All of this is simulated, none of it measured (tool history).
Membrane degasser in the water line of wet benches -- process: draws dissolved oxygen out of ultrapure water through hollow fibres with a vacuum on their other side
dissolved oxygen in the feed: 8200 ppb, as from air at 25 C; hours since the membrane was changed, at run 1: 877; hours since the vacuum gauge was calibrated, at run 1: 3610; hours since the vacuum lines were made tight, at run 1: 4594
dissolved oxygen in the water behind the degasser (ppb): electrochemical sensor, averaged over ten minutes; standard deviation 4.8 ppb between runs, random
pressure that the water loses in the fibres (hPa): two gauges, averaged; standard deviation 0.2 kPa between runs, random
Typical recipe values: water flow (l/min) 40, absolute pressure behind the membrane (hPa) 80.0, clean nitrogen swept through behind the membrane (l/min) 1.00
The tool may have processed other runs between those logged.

run    hour  water flow (l/min)  absolute pressure behind the membrane (hPa)  clean nitrogen swept through behind the membrane (l/min)  hours since the membrane was changed  hours since the vacuum gauge was calibrated  hours since the vacuum lines were made tight  dissolved oxygen in the water behind the degasser (ppb)  pressure that the water loses in the fibres (hPa)
  1     0.0                  40                                         80.0                                                      1.00                                   877                                         3610                                          4594                                                    490.2                                              442.9
  2    59.4                  40                                         80.0                                                      1.00                                   937                                         3670                                          4654                                                    494.5                                              444.0
  3    97.8                  40                                         80.0                                                      1.00                                   975                                         3708                                          4692                                                    497.0                                              443.0
  4   140.7                  40                                         80.0                                                      1.00                                  1018                                         3751                                          4735                                                    486.5                                              445.7
  5   175.3                  40                                         80.0                                                      1.00                                  1052                                         3786                                          4770                                                    487.7                                              443.7
  6   230.8                  40                                         80.0                                                      0.73                                  1108                                         3841                                          4825                                                    584.7                                              445.9
  7   299.3                  40                                         80.0                                                      0.73                                  1176                                         3910                                          4894                                                    590.9                                              448.2
  8   350.7                  40                                         80.0                                                      0.73                                  1228                                         3961                                          4945                                                    587.4                                              447.8
  9   417.5                  40                                         80.0                                                      1.00                                  1295                                         4028                                          5012                                                    488.3                                              444.1
 10   476.4                  40                                         80.0                                                      1.00                                  1354                                         4087                                          5071                                                    493.1                                              447.3
 11   533.1                  40                                         80.0                                                      1.00                                  1410                                         4143                                          5127                                                    492.4                                              448.4
 12   598.9                  40                                         80.0                                                      1.00                                  1476                                         4209                                          5193                                                    489.2                                              443.3
 13   649.5                  40                                         80.0                                                      0.78                                  1527                                         4260                                          5244                                                    567.0                                              448.2
 14   730.0                  30                                         52.4                                                      0.64                                  1607                                         4340                                          5324                                                    245.3                                              334.4
 15   763.4                  56                                         71.8                                                      0.89                                  1641                                         4374                                          5358                                                    695.9                                              624.9
 16   835.2                  40                                         80.0                                                      0.63                                  1712                                         4446                                          5429                                                    632.9                                              446.7
      841.7  -- vacuum gauge calibrated
 17   903.1                  50                                         77.8                                                      1.00                                  1780                                           61                                          5497                                                    614.4                                              561.5
 18   983.5                  50                                         77.8                                                      1.00                                  1860                                          142                                          5577                                                    615.4                                              564.7
 19  1045.5                  40                                        136.6                                                      1.00                                  1922                                          204                                          5639                                                    874.6                                              445.6
 20  1099.4                  40                                        136.6                                                      1.00                                  1976                                          258                                          5693                                                    885.3                                              446.9
 21  1159.3                  40                                        136.6                                                      1.00                                  2036                                          318                                          5753                                                    880.8                                              446.3
 22  1237.0                  40                                        136.6                                                      1.00                                  2114                                          395                                          5831                                                    879.9                                              449.8
 23  1273.5                  24                                         58.3                                                      1.00                                  2150                                          432                                          5867                                                    159.0                                              269.9
 24  1309.6                  24                                         58.3                                                      1.00                                  2186                                          468                                          5903                                                    162.0                                              268.8
 25  1365.3                  40                                         50.2                                                      1.00                                  2242                                          524                                          5959                                                    268.8                                              447.8

Alternative continuations, all from the tool just after run 25; predict every row:
  A  1402.3                  40                                         50.2                                                      1.90                                  2279                                          561                                          5996                                                        ?                                                  ?
  B  1402.3                  40                                        122.4                                                      1.00                                  2279                                          561                                          5996                                                        ?                                                  ?
  C  1402.3                  45                                         80.0                                                      1.00                                  2279                                          561                                          5996                                                        ?                                                  ?
  D  1402.3                  40                                         48.8                                                      0.87                                  2279                                          561                                          5996                                                        ?                                                  ?
  E  1402.3                  31                                         76.3                                                      1.44                                  2279                                          561                                          5996                                                        ?                                                  ?

run  dissolved oxygen in the water behind the degasser (ppb)  pressure that the water loses in the fibres (hPa)
  A                                                    206.3                                              448.2
  B                                                    795.6                                              445.4
  C                                                    550.0                                              506.3
  D                                                    268.6                                              450.2
  E                                                    262.4                                              348.0
The same runs, with their run-to-run variation unchanged, on a tool lacking any hidden condition would have given:
run  dissolved oxygen in the water behind the degasser (ppb)  pressure that the water loses in the fibres (hPa)
  A                                                    198.7                                              441.5
  B                                                    788.4                                              438.7
  C                                                    541.9                                              498.8
  D                                                    262.0                                              443.5
  E                                                    257.2                                              342.8
